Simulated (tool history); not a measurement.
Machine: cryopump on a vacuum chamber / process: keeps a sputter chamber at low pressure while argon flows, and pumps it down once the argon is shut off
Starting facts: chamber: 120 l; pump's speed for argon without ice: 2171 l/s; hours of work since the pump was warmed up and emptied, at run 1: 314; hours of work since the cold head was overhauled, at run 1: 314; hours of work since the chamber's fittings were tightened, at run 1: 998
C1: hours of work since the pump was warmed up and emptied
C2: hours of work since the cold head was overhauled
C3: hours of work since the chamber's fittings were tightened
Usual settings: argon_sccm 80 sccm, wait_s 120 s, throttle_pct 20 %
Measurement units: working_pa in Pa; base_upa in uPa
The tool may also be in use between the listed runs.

run 1 day=0.000 | argon_sccm=80 wait_s=120 throttle_pct=20 | C1=314 C2=314 C3=998 | working_pa=0.3196 base_upa=0.99
run 2 day=1.254 | argon_sccm=80 wait_s=120 throttle_pct=20 | C1=327 C2=327 C3=1011 | working_pa=0.3209 base_upa=1.01
run 3 day=2.646 | argon_sccm=62 wait_s=120 throttle_pct=20 | C1=342 C2=342 C3=1025 | working_pa=0.2481 base_upa=1.00
run 4 day=3.321 | argon_sccm=59 wait_s=120 throttle_pct=20 | C1=349 C2=349 C3=1032 | working_pa=0.2379 base_upa=1.05
run 5 day=4.483 | argon_sccm=59 wait_s=120 throttle_pct=20 | C1=361 C2=361 C3=1045 | working_pa=0.2376 base_upa=1.04
run 6 day=5.642 | argon_sccm=80 wait_s=120 throttle_pct=18 | C1=373 C2=373 C3=1057 | working_pa=0.3571 base_upa=1.06
run 7 day=6.408 | argon_sccm=92 wait_s=120 throttle_pct=20 | C1=381 C2=381 C3=1065 | working_pa=0.3708 base_upa=1.03
run 8 day=7.138 | argon_sccm=92 wait_s=120 throttle_pct=20 | C1=388 C2=388 C3=1072 | working_pa=0.3722 base_upa=1.02
run 9 day=7.854 | argon_sccm=92 wait_s=120 throttle_pct=20 | C1=396 C2=396 C3=1080 | working_pa=0.3712 base_upa=1.08
run 10 day=8.504 | argon_sccm=89 wait_s=120 throttle_pct=30 | C1=403 C2=403 C3=1086 | working_pa=0.2456 base_upa=1.08
run 11 day=9.146 | argon_sccm=80 wait_s=120 throttle_pct=17 | C1=409 C2=409 C3=1093 | working_pa=0.3766 base_upa=1.08
run 12 day=10.288 | argon_sccm=83 wait_s=120 throttle_pct=20 | C1=421 C2=421 C3=1105 | working_pa=0.3360 base_upa=1.07
run 13 day=11.046 | argon_sccm=72 wait_s=86 throttle_pct=18 | C1=429 C2=429 C3=1113 | working_pa=0.3203 base_upa=1.18
run 14 day=12.175 | argon_sccm=89 wait_s=120 throttle_pct=21 | C1=441 C2=441 C3=1125 | working_pa=0.3472 base_upa=1.17
run 15 day=13.621 | argon_sccm=54 wait_s=22 throttle_pct=44 | C1=456 C2=456 C3=1140 | working_pa=0.1055 base_upa=1.74
run 16 day=14.721 | argon_sccm=87 wait_s=46 throttle_pct=18 | C1=467 C2=467 C3=1151 | working_pa=0.3903 base_upa=1.41

Here are 4 independent what-if runs from the current tool condition. What would each one return?
run A day=15.688 | argon_sccm=120 wait_s=92 throttle_pct=20 | C1=477 C2=477 C3=1161 | working_pa=? base_upa=?
run B day=15.688 | argon_sccm=44 wait_s=41 throttle_pct=45 | C1=477 C2=477 C3=1161 | working_pa=? base_upa=?
run C day=15.688 | argon_sccm=77 wait_s=53 throttle_pct=18 | C1=477 C2=477 C3=1161 | working_pa=? base_upa=?
run D day=15.688 | argon_sccm=76 wait_s=120 throttle_pct=33 | C1=477 C2=477 C3=1161 | working_pa=? base_upa=?

run=A working_pa=0.4894 base_upa=1.20
run=B working_pa=0.0839 base_upa=1.52
run=C working_pa=0.3461 base_upa=1.38
run=D working_pa=0.1933 base_upa=1.14
Had the tool no hidden state, the same runs would have come out as:
run=A working_pa=0.4673 base_upa=0.33
run=B working_pa=0.0759 base_upa=0.64
run=C working_pa=0.3321 base_upa=0.51
run=D working_pa=0.1794 base_upa=0.27

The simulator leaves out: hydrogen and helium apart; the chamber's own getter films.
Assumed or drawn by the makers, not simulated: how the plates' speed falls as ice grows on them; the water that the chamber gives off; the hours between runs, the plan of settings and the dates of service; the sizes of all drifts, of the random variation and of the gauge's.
